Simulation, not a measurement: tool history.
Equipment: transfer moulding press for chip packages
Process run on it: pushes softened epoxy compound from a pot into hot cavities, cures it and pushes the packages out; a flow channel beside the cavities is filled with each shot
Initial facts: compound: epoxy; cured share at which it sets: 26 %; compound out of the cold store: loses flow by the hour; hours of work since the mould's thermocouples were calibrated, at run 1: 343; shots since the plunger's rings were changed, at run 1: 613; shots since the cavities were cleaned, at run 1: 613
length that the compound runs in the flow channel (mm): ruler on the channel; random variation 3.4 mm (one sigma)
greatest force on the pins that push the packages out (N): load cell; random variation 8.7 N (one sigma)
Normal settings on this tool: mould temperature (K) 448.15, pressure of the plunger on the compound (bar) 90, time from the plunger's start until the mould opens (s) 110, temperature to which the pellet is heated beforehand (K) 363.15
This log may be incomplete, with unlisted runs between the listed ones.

run	day	mould temperature (K)	pressure of the plunger on the compound (bar)	time from the plunger's start until the mould opens (s)	temperature to which the pellet is heated beforehand (K)	hours of work since the mould's thermocouples were calibrated	shots since the plunger's rings were changed	shots since the cavities were cleaned	incoming compound's hours out of the cold store	length that the compound runs in the flow channel (mm)	greatest force on the pins that push the packages out (N)
1	0	448.15	90	110	363.15	343	613	613	25	679	592
2	1.008	448.15	90	110	360.15	361	915	915	14.5	703	605
# day 1.2: cavities cleaned with cleaning compound and waxed
3	2.379	448.15	90	110	360.15	385	1308	354	43.6	621	540
4	3.312	448.15	90	110	360.15	402	1587	633	37.3	638	607
5	4.029	448.15	90	103	363.15	414	1802	848	9.3	713	704
# day 4.396: cavities cleaned with cleaning compound and waxed
6	4.871	448.15	73.3	110	363.15	428	2036	144	25.3	602	453
7	5.612	448.15	73.3	110	363.15	442	2258	366	35.9	576	522
8	6.35	448.15	73.3	110	363.15	455	2478	586	45.5	554	568
# day 7.525: cavities cleaned with cleaning compound and waxed
9	7.625	448.15	73.3	110	363.15	476	2842	30	45.4	551	395
10	8.354	448.15	73.3	110	363.15	489	3060	248	20.7	604	504
11	9.288	448.15	90	110	370.15	506	3340	528	37.8	622	561
12	10.312	448.15	90	112	363.15	524	3648	836	11	693	607
# day 10.662: cavities cleaned with cleaning compound and waxed
13	11.196	448.15	90	112	363.15	539	3894	160	15.8	681	475
14	12.483	448.15	105	110	363.15	562	4280	546	27.9	696	559
# day 13.838: cavities cleaned with cleaning compound and waxed
15	13.838	448.15	90	110	365.15	585	4666	0	43.5	597	385
# day 14.817: plunger's sealing rings changed
16	14.817	443.15	108.2	102	359.15	601	0	263	21.3	773	774
17	15.479	443.15	108.2	102	359.15	613	198	461	14.4	801	870
18	16.346	448.15	70.4	110	366.15	628	458	721	13.1	631	599
# day 17.146: cavities cleaned with cleaning compound and waxed
19	17.375	448.15	70.4	110	366.15	645	748	70	34.9	572	425
20	18.512	443.15	90	110	371.15	666	1089	411	37.8	652	659
21	19.838	448.15	100.2	101	363.15	689	1486	808	9.8	759	691
# day 20.338: cavities cleaned with cleaning compound and waxed
22	21.267	448.15	74.2	101	363.15	714	1895	278	12.9	642	588
23	22.567	450.15	90	93	363.15	737	2284	667	22.7	670	683
# day 23.467: cavities cleaned with cleaning compound and waxed
24	23.467	450.15	90	93	363.15	752	2535	0	33.6	632	436

Run 25 comes next. What will it give?
25	24.229	450.15	71.5	145	363.15	766	2763	228	15	?	?

{"run 25": {"length that the compound runs in the flow channel (mm)": 608, "greatest force on the pins that push the packages out (N)": 430}}
Were there no unlogged condition in the tool, this run, its random variation unchanged, would have produced length that the compound runs in the flow channel (mm) 629, greatest force on the pins that push the packages out (N) 322.
